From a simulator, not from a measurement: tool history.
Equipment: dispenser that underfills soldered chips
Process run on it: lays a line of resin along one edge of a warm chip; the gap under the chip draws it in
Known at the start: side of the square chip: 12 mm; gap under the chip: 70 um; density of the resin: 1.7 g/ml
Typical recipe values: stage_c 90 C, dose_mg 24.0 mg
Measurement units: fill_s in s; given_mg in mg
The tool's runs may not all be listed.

Run 1, hour 0.0: usual settings. Result: fill_s 225.7 s, given_mg 22.40 mg.
Run 2, hour 7.2: usual settings. Result: fill_s 159.0 s, given_mg 22.33 mg.
Run 3, hour 12.2: usual settings. Result: fill_s 209.8 s, given_mg 21.97 mg.
Run 4, hour 17.3: usual settings. Result: fill_s 131.2 s, given_mg 22.09 mg.
Run 5, hour 23.1: usual settings. Result: fill_s 181.0 s, given_mg 22.03 mg.
Run 6, hour 27.5: usual settings. Result: fill_s 223.1 s, given_mg 21.80 mg.
Run 7, hour 34.2: usual settings but dose_mg 29.8 mg. Result: fill_s 146.5 s, given_mg 27.18 mg.
Run 8, hour 39.2: usual settings but dose_mg 29.8 mg. Result: fill_s 189.5 s, given_mg 27.02 mg.
Run 9, hour 49.1: usual settings. Result: fill_s 155.7 s, given_mg 21.70 mg.
Run 10, hour 54.3: usual settings but stage_c 85 C. Result: fill_s 253.9 s, given_mg 21.52 mg.
Run 11, hour 61.2: usual settings. Result: fill_s 144.8 s, given_mg 21.63 mg.
Run 12, hour 71.1: usual settings. Result: fill_s 224.1 s, given_mg 24.10 mg.
Run 13, hour 81.2: usual settings. Result: fill_s 185.9 s, given_mg 23.81 mg.
Run 14, hour 89.6: usual settings. Result: fill_s 135.2 s, given_mg 23.63 mg.
Run 15, hour 95.6: usual settings but stage_c 85 C. Result: fill_s 224.8 s, given_mg 23.36 mg.
Run 16, hour 101.9: usual settings but stage_c 85 C. Result: fill_s 151.8 s, given_mg 23.63 mg.
Run 17, hour 107.0: usual settings but stage_c 105 C, dose_mg 30.2 mg. Result: fill_s 91.4 s, given_mg 29.42 mg.
Run 18, hour 111.6: usual settings but stage_c 93 C. Result: fill_s 186.6 s, given_mg 23.22 mg.
Run 19, hour 116.9: usual settings but stage_c 93 C. Result: fill_s 120.1 s, given_mg 23.22 mg.
Run 20, hour 126.7: usual settings but stage_c 93 C, dose_mg 25.9 mg. Result: fill_s 199.7 s, given_mg 25.10 mg.
Run 21, hour 132.9: usual settings but stage_c 87 C, dose_mg 27.2 mg. Result: fill_s 163.9 s, given_mg 26.37 mg.
Run 22, hour 139.1: usual settings but stage_c 87 C, dose_mg 27.2 mg. Result: fill_s 225.7 s, given_mg 26.12 mg.
Run 23, hour 147.4: usual settings but stage_c 102 C, dose_mg 31.1 mg. Result: fill_s 95.6 s, given_mg 29.63 mg.
Run 24, hour 153.2: usual settings but stage_c 89 C, dose_mg 21.5 mg. Result: fill_s 225.0 s, given_mg 20.53 mg.
Run 25, hour 161.0: usual settings but stage_c 103 C, dose_mg 25.3 mg. Result: fill_s 92.8 s, given_mg 24.02 mg.
Run 26, hour 166.2: usual settings but stage_c 103 C, dose_mg 25.3 mg. Result: fill_s 122.8 s, given_mg 23.82 mg.
Run 27, hour 174.7: usual settings but stage_c 79 C, dose_mg 30.9 mg. Result: fill_s 229.1 s, given_mg 28.90 mg.
Run 28, hour 181.8: usual settings but stage_c 79 C, dose_mg 26.1 mg. Result: fill_s 342.5 s, given_mg 24.37 mg.

The log once held 14 entries between its listed runs, left out of this copy. Where does each go, and what is different about the tool's unlogged condition between the listed run before it and the listed run after it?
Logged between run 1 and run 2: new syringe of resin (hour 3.2)
  resin's viscosity, % of fresh resin's: 174.1 -> 123.6; dose that the valve gives, % of what is set: 93.19 -> 92.79; true chip temperature over the reading, C: -0.2 -> -0.17
  measured minus no-state result, fill_s: +99.3 -> +33.6 s; given_mg: -1.63 -> -1.74 mg
Logged between run 3 and run 4: new syringe of resin (hour 17.0)
  resin's viscosity, % of fresh resin's: 160.7 -> 102.5; dose that the valve gives, % of what is set: 92.51 -> 92.24; true chip temperature over the reading, C: -0.15 -> -0.13
  measured minus no-state result, fill_s: +82.7 -> +6.5 s; given_mg: -1.78 -> -1.86 mg
Logged between run 6 and run 7: new syringe of resin (hour 31.2)
  resin's viscosity, % of fresh resin's: 175.7 -> 118.1; dose that the valve gives, % of what is set: 91.67 -> 91.28; true chip temperature over the reading, C: -0.08 -> -0.05
  measured minus no-state result, fill_s: +99.3 -> +23.6 s; given_mg: -1.98 -> -2.60 mg
Logged between run 8 and run 9: new syringe of resin (hour 45.1)
  resin's viscosity, % of fresh resin's: 153.9 -> 121.7; dose that the valve gives, % of what is set: 90.96 -> 90.39; true chip temperature over the reading, C: -0.03 -> 0.01
  measured minus no-state result, fill_s: +67.7 -> +31.1 s; given_mg: -2.68 -> -2.32 mg
Logged between run 10 and run 11: new syringe of resin (hour 58.8)
  resin's viscosity, % of fresh resin's: 160.7 -> 111.9; dose that the valve gives, % of what is set: 90.06 -> 89.7; true chip temperature over the reading, C: 0.03 -> 0.06
  measured minus no-state result, fill_s: +100.2 -> +19.0 s; given_mg: -2.38 -> -2.48 mg
Logged between run 11 and run 12: dispensing valve cleaned and set on the balance (hour 69.5)
  resin's viscosity, % of fresh resin's: 111.9 -> 178.6; dose that the valve gives, % of what is set: 89.7 -> 99.67; true chip temperature over the reading, C: 0.06 -> 0.1
  measured minus no-state result, fill_s: +19.0 -> +98.3 s; given_mg: -2.48 -> -0.08 mg
Logged between run 12 and run 13: new syringe of resin (hour 74.0)
  resin's viscosity, % of fresh resin's: 178.6 -> 146.3; dose that the valve gives, % of what is set: 99.67 -> 99.12; true chip temperature over the reading, C: 0.1 -> 0.14
  measured minus no-state result, fill_s: +98.3 -> +58.3 s; given_mg: -0.08 -> -0.21 mg
Logged between run 13 and run 14: new syringe of resin (hour 87.7)
  resin's viscosity, % of fresh resin's: 146.3 -> 108.3; dose that the valve gives, % of what is set: 99.12 -> 98.64; true chip temperature over the reading, C: 0.14 -> 0.18
  measured minus no-state result, fill_s: +58.3 -> +9.9 s; given_mg: -0.21 -> -0.33 mg
Logged between run 15 and run 16: new syringe of resin (hour 101.7)
  resin's viscosity, % of fresh resin's: 149 -> 100.3; dose that the valve gives, % of what is set: 98.29 -> 97.91; true chip temperature over the reading, C: 0.21 -> 0.23
  measured minus no-state result, fill_s: +73.3 -> -0.2 s; given_mg: -0.41 -> -0.50 mg
Logged between run 18 and run 19: new syringe of resin (hour 115.4)
  resin's viscosity, % of fresh resin's: 167.6 -> 107.8; dose that the valve gives, % of what is set: 97.35 -> 97.02; true chip temperature over the reading, C: 0.28 -> 0.3
  measured minus no-state result, fill_s: +74.8 -> +8.2 s; given_mg: -0.63 -> -0.72 mg
Logged between run 20 and run 21: new syringe of resin (hour 129.3)
  resin's viscosity, % of fresh resin's: 180.4 -> 118.5; dose that the valve gives, % of what is set: 96.44 -> 96.09; true chip temperature over the reading, C: 0.35 -> 0.37
  measured minus no-state result, fill_s: +88.2 -> +24.3 s; given_mg: -0.93 -> -1.07 mg
Logged between run 22 and run 23: new syringe of resin (hour 143.6)
  resin's viscosity, % of fresh resin's: 164.9 -> 121.6; dose that the valve gives, % of what is set: 95.73 -> 95.28; true chip temperature over the reading, C: 0.4 -> 0.44
  measured minus no-state result, fill_s: +87.5 -> +16.0 s; given_mg: -1.17 -> -1.47 mg
Logged between run 24 and run 25: new syringe of resin (hour 157.2)
  resin's viscosity, % of fresh resin's: 165 -> 121.9; dose that the valve gives, % of what is set: 94.96 -> 94.56; true chip temperature over the reading, C: 0.46 -> 0.5
  measured minus no-state result, fill_s: +88.8 -> +16.2 s; given_mg: -1.08 -> -1.38 mg
Logged between run 26 and run 27: new syringe of resin (hour 170.7)
  resin's viscosity, % of fresh resin's: 160.4 -> 124.7; dose that the valve gives, % of what is set: 94.29 -> 93.82; true chip temperature over the reading, C: 0.52 -> 0.56
  measured minus no-state result, fill_s: +45.6 -> +42.1 s; given_mg: -1.45 -> -1.90 mg

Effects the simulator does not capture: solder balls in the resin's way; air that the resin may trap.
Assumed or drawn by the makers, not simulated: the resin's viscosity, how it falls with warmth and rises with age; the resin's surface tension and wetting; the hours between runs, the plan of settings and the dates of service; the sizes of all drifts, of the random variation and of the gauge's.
